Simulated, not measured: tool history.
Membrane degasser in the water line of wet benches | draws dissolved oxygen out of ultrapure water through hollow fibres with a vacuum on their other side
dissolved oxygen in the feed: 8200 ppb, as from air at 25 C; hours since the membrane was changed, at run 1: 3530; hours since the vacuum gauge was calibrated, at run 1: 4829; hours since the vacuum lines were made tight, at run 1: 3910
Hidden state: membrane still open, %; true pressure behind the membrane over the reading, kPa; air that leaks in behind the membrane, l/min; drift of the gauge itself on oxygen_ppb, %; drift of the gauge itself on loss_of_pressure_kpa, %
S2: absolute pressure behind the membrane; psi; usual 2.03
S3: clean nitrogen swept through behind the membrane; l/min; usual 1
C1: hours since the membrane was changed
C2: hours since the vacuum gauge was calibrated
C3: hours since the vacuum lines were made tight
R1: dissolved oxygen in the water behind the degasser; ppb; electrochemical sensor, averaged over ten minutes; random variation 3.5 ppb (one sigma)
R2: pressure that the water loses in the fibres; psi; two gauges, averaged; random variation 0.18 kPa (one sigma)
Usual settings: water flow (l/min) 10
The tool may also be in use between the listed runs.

{"run": 1, "day": 0.0, "water flow (l/min)": 10, "S2": 2.03, "S3": 1, "C1": 3530, "C2": 4829, "C3": 3910, "R1": 376.9, "R2": 5.076}
{"run": 2, "day": 2.575, "water flow (l/min)": 10, "S2": 1.57, "S3": 1, "C1": 3592, "C2": 4890, "C3": 3972, "R1": 310.9, "R2": 5.117}
{"run": 3, "day": 7.5, "water flow (l/min)": 15, "S2": 2.03, "S3": 1, "C1": 3710, "C2": 5009, "C3": 4090, "R1": 642.3, "R2": 7.688}
{"run": 4, "day": 11.788, "water flow (l/min)": 15, "S2": 2.03, "S3": 1, "C1": 3813, "C2": 5111, "C3": 4193, "R1": 656.2, "R2": 7.671}
{"run": 5, "day": 15.029, "water flow (l/min)": 15, "S2": 2.03, "S3": 2.14, "C1": 3891, "C2": 5189, "C3": 4271, "R1": 479, "R2": 7.648}
{"run": 6, "day": 17.192, "water flow (l/min)": 15, "S2": 2.03, "S3": 2.14, "C1": 3943, "C2": 5241, "C3": 4323, "R1": 480.7, "R2": 7.744}
{"run": 7, "day": 19.783, "water flow (l/min)": 10, "S2": 2.03, "S3": 2.42, "C1": 4005, "C2": 5303, "C3": 4385, "R1": 241, "R2": 5.085}
{"run": 8, "day": 24.725, "water flow (l/min)": 10, "S2": 2.03, "S3": 1, "C1": 4124, "C2": 5422, "C3": 4503, "R1": 387.5, "R2": 5.131}
{"day": 27.233, "done": "seals of the vacuum lines changed"}
{"run": 9, "day": 28.95, "water flow (l/min)": 10, "S2": 2.03, "S3": 1, "C1": 4223, "C2": 5521, "C3": 41, "R1": 378.5, "R2": 5.163}
{"run": 10, "day": 31.629, "water flow (l/min)": 10, "S2": 2.03, "S3": 1, "C1": 4287, "C2": 5586, "C3": 105, "R1": 379.4, "R2": 5.102}
{"run": 11, "day": 34.967, "water flow (l/min)": 10, "S2": 2.03, "S3": 0.83, "C1": 4368, "C2": 5666, "C3": 186, "R1": 433.9, "R2": 5.136}
{"run": 12, "day": 37.971, "water flow (l/min)": 10, "S2": 2.03, "S3": 0.83, "C1": 4440, "C2": 5738, "C3": 258, "R1": 424.2, "R2": 5.126}
{"run": 13, "day": 42.183, "water flow (l/min)": 10, "S2": 2.03, "S3": 1, "C1": 4541, "C2": 5839, "C3": 359, "R1": 381.3, "R2": 5.12}
{"run": 14, "day": 47.029, "water flow (l/min)": 10, "S2": 2.03, "S3": 1, "C1": 4657, "C2": 5955, "C3": 475, "R1": 379.5, "R2": 5.182}
{"run": 15, "day": 51.567, "water flow (l/min)": 10, "S2": 2.03, "S3": 1, "C1": 4766, "C2": 6064, "C3": 584, "R1": 382, "R2": 5.195}
{"run": 16, "day": 54.242, "water flow (l/min)": 10, "S2": 2.03, "S3": 1, "C1": 4830, "C2": 6128, "C3": 648, "R1": 387, "R2": 5.144}
{"run": 17, "day": 56.962, "water flow (l/min)": 10, "S2": 2.03, "S3": 1, "C1": 4895, "C2": 6194, "C3": 713, "R1": 384.2, "R2": 5.162}
{"run": 18, "day": 61.55, "water flow (l/min)": 11, "S2": 2.03, "S3": 0.63, "C1": 5006, "C2": 6304, "C3": 824, "R1": 564.8, "R2": 5.697}
{"run": 19, "day": 64.979, "water flow (l/min)": 11, "S2": 2.03, "S3": 0.63, "C1": 5088, "C2": 6386, "C3": 906, "R1": 582.9, "R2": 5.675}
{"run": 20, "day": 69.292, "water flow (l/min)": 6, "S2": 2.1, "S3": 0.8, "C1": 5191, "C2": 6490, "C3": 1009, "R1": 238.6, "R2": 3.095}
{"day": 69.571, "done": "vacuum gauge calibrated"}
{"run": 21, "day": 73.254, "water flow (l/min)": 6, "S2": 2.1, "S3": 0.8, "C1": 5286, "C2": 88, "C3": 1104, "R1": 244, "R2": 3.149}
{"run": 22, "day": 76.371, "water flow (l/min)": 10, "S2": 4.86, "S3": 1, "C1": 5361, "C2": 163, "C3": 1179, "R1": 794.3, "R2": 5.178}
{"run": 23, "day": 78.617, "water flow (l/min)": 10, "S2": 4.86, "S3": 1, "C1": 5415, "C2": 217, "C3": 1233, "R1": 779, "R2": 5.203}
{"run": 24, "day": 82.967, "water flow (l/min)": 13, "S2": 4.99, "S3": 1.6, "C1": 5519, "C2": 322, "C3": 1337, "R1": 810.9, "R2": 6.76}
{"run": 25, "day": 86.479, "water flow (l/min)": 13, "S2": 4.99, "S3": 1.6, "C1": 5603, "C2": 406, "C3": 1421, "R1": 789.8, "R2": 6.82}
{"run": 26, "day": 88.542, "water flow (l/min)": 13, "S2": 4.99, "S3": 1.6, "C1": 5653, "C2": 455, "C3": 1471, "R1": 781.8, "R2": 6.773}
{"run": 27, "day": 91.138, "water flow (l/min)": 13, "S2": 4.99, "S3": 1.6, "C1": 5715, "C2": 518, "C3": 1533, "R1": 795.9, "R2": 6.775}
{"run": 28, "day": 93.342, "water flow (l/min)": 12, "S2": 1.84, "S3": 2.89, "C1": 5768, "C2": 571, "C3": 1586, "R1": 308.1, "R2": 6.257}
{"run": 29, "day": 96.604, "water flow (l/min)": 11, "S2": 1.84, "S3": 2.72, "C1": 5846, "C2": 649, "C3": 1664, "R1": 273.8, "R2": 5.799}
{"day": 97.254, "done": "vacuum gauge calibrated, once more"}
{"run": 30, "day": 100.5, "water flow (l/min)": 11, "S2": 1.84, "S3": 2.72, "C1": 5939, "C2": 78, "C3": 1757, "R1": 271.6, "R2": 5.762}
{"run": 31, "day": 102.538, "water flow (l/min)": 8, "S2": 1.64, "S3": 1.48, "C1": 5988, "C2": 127, "C3": 1806, "R1": 188.6, "R2": 4.187}
{"run": 32, "day": 104.596, "water flow (l/min)": 10, "S2": 2.03, "S3": 0.59, "C1": 6038, "C2": 176, "C3": 1856, "R1": 526.2, "R2": 5.256}
{"run": 33, "day": 107.004, "water flow (l/min)": 10, "S2": 2.03, "S3": 0.59, "C1": 6096, "C2": 234, "C3": 1914, "R1": 530, "R2": 5.262}

The same runs without the tool's hidden state, with the same run-to-run variation:
run=1 R1=349.9 R2=4.892
run=2 R1=284.5 R2=4.931
run=3 R1=598.5 R2=7.398
run=4 R1=610.3 R2=7.374
run=5 R1=435.5 R2=7.346
run=6 R1=436.6 R2=7.433
run=7 R1=215.1 R2=4.878
run=8 R1=355.5 R2=4.915
run=9 R1=352.4 R2=4.941
run=10 R1=352.9 R2=4.878
run=11 R1=405.6 R2=4.907
run=12 R1=395.9 R2=4.889
run=13 R1=352.7 R2=4.881
run=14 R1=350.2 R2=4.934
run=15 R1=351.6 R2=4.941
run=16 R1=355.7 R2=4.886
run=17 R1=352.6 R2=4.899
run=18 R1=526.2 R2=5.401
run=19 R1=542.3 R2=5.374
run=20 R1=222.9 R2=2.925
run=21 R1=225.4 R2=2.978
run=22 R1=755.7 R2=4.889
run=23 R1=740.7 R2=4.908
run=24 R1=757.7 R2=6.372
run=25 R1=737.1 R2=6.422
run=26 R1=729.1 R2=6.374
run=27 R1=741.6 R2=6.37
run=28 R1=260.2 R2=5.881
run=29 R1=230.4 R2=5.445
run=30 R1=231.1 R2=5.406
run=31 R1=165.3 R2=3.923
run=32 R1=491.7 R2=4.923
run=33 R1=494.8 R2=4.927

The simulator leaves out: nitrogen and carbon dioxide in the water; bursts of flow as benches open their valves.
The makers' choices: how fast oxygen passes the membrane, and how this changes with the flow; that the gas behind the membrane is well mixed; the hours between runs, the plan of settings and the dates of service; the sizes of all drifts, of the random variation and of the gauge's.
